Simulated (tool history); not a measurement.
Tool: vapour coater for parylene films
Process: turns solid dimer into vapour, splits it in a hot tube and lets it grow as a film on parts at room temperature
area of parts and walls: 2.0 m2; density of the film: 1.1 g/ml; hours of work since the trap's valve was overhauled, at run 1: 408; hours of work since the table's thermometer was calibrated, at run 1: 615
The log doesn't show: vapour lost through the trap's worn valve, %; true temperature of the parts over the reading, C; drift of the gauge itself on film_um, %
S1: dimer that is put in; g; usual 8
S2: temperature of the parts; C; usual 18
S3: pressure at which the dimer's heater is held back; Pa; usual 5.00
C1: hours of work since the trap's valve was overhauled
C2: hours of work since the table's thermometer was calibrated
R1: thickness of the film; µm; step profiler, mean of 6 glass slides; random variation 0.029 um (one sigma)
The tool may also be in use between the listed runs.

Run 1, hour 0.0: usual settings; C1 408; C2 615. Result: R1 2.38 µm.
Run 2, hour 17.5: usual settings; C1 416; C2 624. Result: R1 2.43 µm.
At hour 35.9: trap's valve overhauled.
Run 3, hour 38.9: usual settings; C1 1; C2 632. Result: R1 2.16 µm.
Run 4, hour 61.5: usual settings; C1 12; C2 642. Result: R1 2.16 µm.
Run 5, hour 82.7: usual settings; C1 22; C2 652. Result: R1 2.16 µm.
Run 6, hour 105.1: usual settings; C1 33; C2 663. Result: R1 2.19 µm.
Run 7, hour 124.6: usual settings; C1 42; C2 672. Result: R1 2.18 µm.
Run 8, hour 138.7: usual settings; C1 48; C2 679. Result: R1 2.18 µm.
Run 9, hour 160.4: usual settings; C1 59; C2 689. Result: R1 2.13 µm.
At hour 191.9: trap's valve overhauled, once more.
Run 10, hour 195.1: usual settings but S2 25 C; C1 1; C2 703. Result: R1 2.23 µm.
Run 11, hour 222.9: usual settings but S1 4 g, S2 25 C; C1 15; C2 716. Result: R1 1.12 µm.
Run 12, hour 237.0: usual settings but S1 4 g, S2 25 C; C1 21; C2 723. Result: R1 1.12 µm.
Run 13, hour 265.0: usual settings but S1 4 g, S2 25 C; C1 34; C2 736. Result: R1 1.16 µm.
Run 14, hour 285.1: usual settings but S1 4 g, S2 25 C; C1 44; C2 746. Result: R1 1.12 µm.
Run 15, hour 313.7: usual settings; C1 57; C2 759. Result: R1 2.66 µm.
Run 16, hour 343.9: usual settings but S2 13 C; C1 72; C2 773. Result: R1 3.14 µm.
Run 17, hour 372.1: usual settings but S1 5 g; C1 85; C2 787. Result: R1 1.68 µm.
Run 18, hour 401.6: usual settings but S1 5 g, S2 19 C, S3 2.61 Pa; C1 99; C2 801. Result: R1 1.77 µm.
Run 19, hour 425.8: usual settings but S1 7 g, S2 17 C, S3 11.35 Pa; C1 110; C2 812. Result: R1 2.21 µm.

Forecast run 20:
Run 20, hour 450.3: usual settings but S1 4 g, S2 13 C, S3 6.05 Pa; C1 122; C2 823. Result: R1 ?.

{"run 20": {"R1": 1.54}}
Without the tool's hidden state the same run would have given R1 1.56 µm.
